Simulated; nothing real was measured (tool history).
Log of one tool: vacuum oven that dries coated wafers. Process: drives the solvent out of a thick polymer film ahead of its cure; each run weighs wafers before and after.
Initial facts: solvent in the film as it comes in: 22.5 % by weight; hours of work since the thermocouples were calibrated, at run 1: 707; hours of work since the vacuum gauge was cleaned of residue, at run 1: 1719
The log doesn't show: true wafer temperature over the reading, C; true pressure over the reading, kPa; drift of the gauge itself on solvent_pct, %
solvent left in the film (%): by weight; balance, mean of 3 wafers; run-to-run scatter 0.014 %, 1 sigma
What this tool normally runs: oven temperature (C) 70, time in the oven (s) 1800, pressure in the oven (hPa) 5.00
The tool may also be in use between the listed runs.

run,day,oven temperature (C),time in the oven (s),pressure in the oven (hPa),hours of work since the thermocouples were calibrated,hours of work since the vacuum gauge was cleaned of residue,solvent left in the film (%)
1,0.000,70,1800,5.00,707,1719,1.28
2,2.179,70,1800,5.00,742,1754,1.28
3,3.433,70,1800,5.00,762,1774,1.28
4,6.179,70,1800,5.00,806,1818,1.26
5,7.350,70,1800,5.00,825,1837,1.27
6,8.988,70,1200,5.00,852,1863,2.81
# day 9.254: oven's thermocouples calibrated
7,11.104,57,1620,5.76,30,1896,5.88
8,13.296,80,1800,2.91,65,1932,0.23
9,15.029,74,1020,7.76,93,1959,2.37
10,17.158,74,1020,7.76,127,1994,2.30
11,19.067,70,2700,10.28,158,2025,0.77

Below are 3 alternative next runs, each starting from the tool's condition after run 11. Predict each:
A,21.633,69,2040,3.43,199,2066,?
B,21.633,77,1740,5.00,199,2066,?
C,21.633,70,2460,5.00,199,2066,?

run,solvent left in the film (%)
A,0.95
B,0.46
C,0.58
The same runs, with their run-to-run variation unchanged, on a tool lacking any hidden condition would have given:
run,solvent left in the film (%)
A,1.17
B,0.52
C,0.66

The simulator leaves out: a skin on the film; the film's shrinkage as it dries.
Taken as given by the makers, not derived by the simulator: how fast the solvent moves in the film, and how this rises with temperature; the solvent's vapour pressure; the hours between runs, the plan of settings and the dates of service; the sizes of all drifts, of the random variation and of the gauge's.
